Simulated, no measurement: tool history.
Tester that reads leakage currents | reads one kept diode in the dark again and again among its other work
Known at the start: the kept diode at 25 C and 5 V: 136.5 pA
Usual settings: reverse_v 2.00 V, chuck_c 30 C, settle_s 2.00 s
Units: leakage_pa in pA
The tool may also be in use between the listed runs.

run	hour	reverse_v	chuck_c	settle_s	leakage_pa
1	0.0	2.00	30	2.00	120.02
2	153.3	2.00	30	2.00	119.83
3	242.1	2.00	30	0.87	120.21
4	319.4	2.00	30	0.87	119.90
5	426.3	2.00	45	2.00	409.90
6	579.2	2.00	45	2.00	412.16
7	704.7	2.00	45	2.00	406.87
# hour 789.1: probe card cleaned and baked
8	789.1	2.00	34	2.00	160.15
# hour 804.1: chuck's temperature calibrated
9	912.1	11.31	34	2.00	466.06
10	998.9	11.31	34	2.00	463.29
11	1119.0	2.00	30	2.00	136.32
12	1200.0	2.00	30	1.08	135.76
13	1275.6	2.00	30	1.08	136.37
14	1379.3	7.84	27	2.00	208.60
15	1488.7	3.35	55	1.25	1319.12
16	1621.0	16.97	31	7.70	433.95
17	1753.6	3.96	57	0.86	1665.50
18	1871.8	3.96	57	0.86	1654.06
19	1964.3	1.42	22	2.30	54.53
20	2061.5	2.00	54	0.84	932.78
21	2146.2	2.00	54	0.84	927.96
22	2296.8	2.00	54	0.84	926.61
23	2439.8	4.81	30	2.00	205.35
24	2577.3	4.81	30	2.00	205.83
25	2720.1	9.29	30	4.45	287.81
26	2829.5	9.29	30	4.45	289.03

5 ways to go on from here, each from the tool as it stands after run 26. What would each give?
A	2982.8	2.00	30	1.05	?
B	2982.8	1.60	29	2.07	?
C	2982.8	4.66	31	4.45	?
D	2982.8	1.13	30	4.45	?
E	2982.8	1.97	38	4.05	?

run	leakage_pa
A	129.18
B	105.37
C	216.20
D	96.05
E	251.62
Without the tool's hidden state the same runs would have given:
run	leakage_pa
A	135.33
B	110.52
C	224.14
D	101.29
E	265.98
